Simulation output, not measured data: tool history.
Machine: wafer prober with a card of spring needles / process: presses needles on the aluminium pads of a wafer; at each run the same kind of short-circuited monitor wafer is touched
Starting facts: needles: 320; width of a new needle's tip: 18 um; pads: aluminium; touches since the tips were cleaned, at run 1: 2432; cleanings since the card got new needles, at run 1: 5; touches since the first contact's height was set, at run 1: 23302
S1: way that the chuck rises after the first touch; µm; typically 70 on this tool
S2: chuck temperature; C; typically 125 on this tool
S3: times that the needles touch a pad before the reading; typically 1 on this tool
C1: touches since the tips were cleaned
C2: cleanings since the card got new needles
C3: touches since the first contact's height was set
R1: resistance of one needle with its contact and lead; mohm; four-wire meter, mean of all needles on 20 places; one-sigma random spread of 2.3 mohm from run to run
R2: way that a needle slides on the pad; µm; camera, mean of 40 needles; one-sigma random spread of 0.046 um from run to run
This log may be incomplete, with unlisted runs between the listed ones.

Run 1, hour 0.0: usual settings; C1 2432; C2 5; C3 23302. Result: R1 261 mohm, R2 15.23 µm.
At hour 6.4: tips cleaned on abrasive film.
Run 2, hour 13.0: usual settings; C1 1909; C2 6; C3 27059. Result: R1 266 mohm, R2 15.15 µm.
At hour 20.5: tips cleaned on abrasive film.
Run 3, hour 23.4: usual settings; C1 852; C2 7; C3 30073. Result: R1 270 mohm, R2 15.08 µm.
At hour 35.4: tips cleaned on abrasive film.
Run 4, hour 37.0: usual settings; C1 465; C2 8; C3 34011. Result: R1 267 mohm, R2 15.22 µm.
Run 5, hour 43.4: usual settings but S2 114 C; C1 2333; C2 8; C3 35879. Result: R1 260 mohm, R2 15.14 µm.
At hour 49.9: tips cleaned on abrasive film.
Run 6, hour 54.2: usual settings but S2 114 C; C1 1276; C2 9; C3 39012. Result: R1 270 mohm, R2 15.16 µm.
At hour 63.9: tips cleaned on abrasive film.
Run 7, hour 67.0: usual settings but S2 114 C; C1 887; C2 10; C3 42703. Result: R1 260 mohm, R2 15.14 µm.
Run 8, hour 73.3: usual settings; C1 2726; C2 10; C3 44542. Result: R1 260 mohm, R2 15.20 µm.
At hour 78.6: tips cleaned on abrasive film.
Run 9, hour 79.7: usual settings; C1 320; C2 11; C3 46395. Result: R1 262 mohm, R2 15.19 µm.
Run 10, hour 87.2: usual settings but S1 61 µm, S3 2; C1 2510; C2 11; C3 48585. Result: R1 270 mohm, R2 13.20 µm.
At hour 92.6: tips cleaned on abrasive film.
Run 11, hour 101.1: usual settings but S1 67 µm, S3 2; C1 2489; C2 12; C3 52603. Result: R1 269 mohm, R2 14.54 µm.
At hour 106.6: tips cleaned on abrasive film.
Run 12, hour 111.0: usual settings but S1 85 µm, S2 91 C; C1 1269; C2 13; C3 55448. Result: R1 253 mohm, R2 18.43 µm.
At hour 120.7: tips cleaned on abrasive film.
Run 13, hour 120.7: usual settings but S1 85 µm, S2 46 C; C1 0; C2 14; C3 58251. Result: R1 242 mohm, R2 18.39 µm.
Run 14, hour 129.3: usual settings but S1 85 µm, S2 46 C; C1 2525; C2 14; C3 60776. Result: R1 239 mohm, R2 18.40 µm.
At hour 134.8: tips cleaned on abrasive film.
Run 15, hour 137.2: usual settings but S1 61 µm, S2 46 C, S3 2; C1 716; C2 15; C3 63053. Result: R1 245 mohm, R2 13.17 µm.
Run 16, hour 143.4: usual settings but S2 30 C; C1 2523; C2 15; C3 64860. Result: R1 242 mohm, R2 15.16 µm.

Here are 5 independent what-if runs from the current tool condition. What would each one return?
At hour 149.2: tips cleaned on abrasive film.
Run A, hour 158.2: usual settings but S1 84 µm, S2 30 C; C1 2626; C2 16; C3 69157. Result: R1 ?, R2 ?.
At hour 149.2: tips cleaned on abrasive film.
Run B, hour 158.2: usual settings; C1 2626; C2 16; C3 69157. Result: R1 ?, R2 ?.
At hour 149.2: tips cleaned on abrasive film.
Run C, hour 158.2: usual settings but S1 61 µm, S2 30 C, S3 2; C1 2626; C2 16; C3 69157. Result: R1 ?, R2 ?.
At hour 149.2: tips cleaned on abrasive film.
Run D, hour 158.2: usual settings; C1 2626; C2 16; C3 69157. Result: R1 ?, R2 ?.
At hour 149.2: tips cleaned on abrasive film.
Run E, hour 158.2: usual settings but S1 53 µm; C1 2626; C2 16; C3 69157. Result: R1 ?, R2 ?.

run   R1     R2
  A  232  18.27
  B  259  15.22
  C  244  13.16
  D  264  15.15
  E  273  11.50
Without the tool's unlogged condition, the same runs would have read:
run   R1     R2
  A  232  18.27
  B  258  15.22
  C  244  13.16
  D  264  15.15
  E  272  11.50
